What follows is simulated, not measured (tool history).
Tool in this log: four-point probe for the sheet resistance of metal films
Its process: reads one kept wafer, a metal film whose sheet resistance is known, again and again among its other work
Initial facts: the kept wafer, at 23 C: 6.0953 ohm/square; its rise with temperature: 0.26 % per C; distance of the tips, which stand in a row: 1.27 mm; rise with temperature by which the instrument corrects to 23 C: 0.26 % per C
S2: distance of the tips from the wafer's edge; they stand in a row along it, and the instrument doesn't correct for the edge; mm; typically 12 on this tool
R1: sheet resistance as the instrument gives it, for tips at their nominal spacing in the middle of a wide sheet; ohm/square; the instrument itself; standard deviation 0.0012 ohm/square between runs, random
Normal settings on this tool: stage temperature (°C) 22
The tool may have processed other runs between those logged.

run 1 hour=0.0 | stage_temperature_(°C)=22 S2=12 | R1=6.146035
run 2 hour=56.5 | stage_temperature_(°C)=22 S2=12 | R1=6.140504
run 3 hour=109.8 | stage_temperature_(°C)=22 S2=12 | R1=6.142232
run 4 hour=152.9 | stage_temperature_(°C)=20 S2=12 | R1=6.139984
run 5 hour=203.7 | stage_temperature_(°C)=20 S2=12 | R1=6.139633
run 6 hour=242.2 | stage_temperature_(°C)=20 S2=12 | R1=6.140354
run 7 hour=295.4 | stage_temperature_(°C)=20 S2=12 | R1=6.139671
run 8 hour=343.1 | stage_temperature_(°C)=20 S2=12 | R1=6.142109
run 9 hour=380.0 | stage_temperature_(°C)=20 S2=12 | R1=6.141336
run 10 hour=427.6 | stage_temperature_(°C)=20 S2=12 | R1=6.140276
run 11 hour=468.8 | stage_temperature_(°C)=20 S2=12 | R1=6.138722
run 12 hour=522.0 | stage_temperature_(°C)=22 S2=34 | R1=6.107889
run 13 hour=570.8 | stage_temperature_(°C)=22 S2=34 | R1=6.105585
run 14 hour=610.7 | stage_temperature_(°C)=22 S2=34 | R1=6.106180
run 15 hour=640.6 | stage_temperature_(°C)=23 S2=44 | R1=6.103616
run 16 hour=698.3 | stage_temperature_(°C)=23 S2=44 | R1=6.101965
run 17 hour=730.8 | stage_temperature_(°C)=20 S2=9 | R1=6.163616
run 18 hour=768.8 | stage_temperature_(°C)=20 S2=9 | R1=6.161667
run 19 hour=823.6 | stage_temperature_(°C)=27 S2=17 | R1=6.119837
run 20 hour=887.3 | stage_temperature_(°C)=32 S2=4 | R1=6.414600
run 21 hour=949.9 | stage_temperature_(°C)=25 S2=7 | R1=6.206942
run 22 hour=1002.6 | stage_temperature_(°C)=25 S2=7 | R1=6.205575
run 23 hour=1031.8 | stage_temperature_(°C)=25 S2=7 | R1=6.207185
run 24 hour=1078.8 | stage_temperature_(°C)=22 S2=5 | R1=6.300402
run 25 hour=1141.4 | stage_temperature_(°C)=22 S2=5 | R1=6.300990
run 26 hour=1170.1 | stage_temperature_(°C)=35 S2=4 | R1=6.415362
run 27 hour=1214.1 | stage_temperature_(°C)=28 S2=18 | R1=6.118198
run 28 hour=1253.3 | stage_temperature_(°C)=22 S2=12 | R1=6.134694

Not shown: 2 entries that the log had between the listed runs. Between which runs, and how does the tool's hidden state differ before and after?
Between runs 19 and 20: stage's thermometer calibrated (hour 829.6)
  inner tips' distance over the nominal, %: 0.085 -> 0.076; tips' flats over new ones', %: 26 -> 27; wafer's true temperature over the reading, C: -0.05 -> -0.07
  what was measured, less what the result would be without the hidden state, R1: +0.004737 -> +0.004109 ohm/square
Between runs 26 and 27: stage's thermometer calibrated, once more (hour 1195.3)
  inner tips' distance over the nominal, %: 0.038 -> 0.032; tips' flats over new ones', %: 31 -> 32; wafer's true temperature over the reading, C: -0.09 -> 0.07
  what was measured, less what the result would be without the hidden state, R1: +0.001106 -> +0.003218 ohm/square
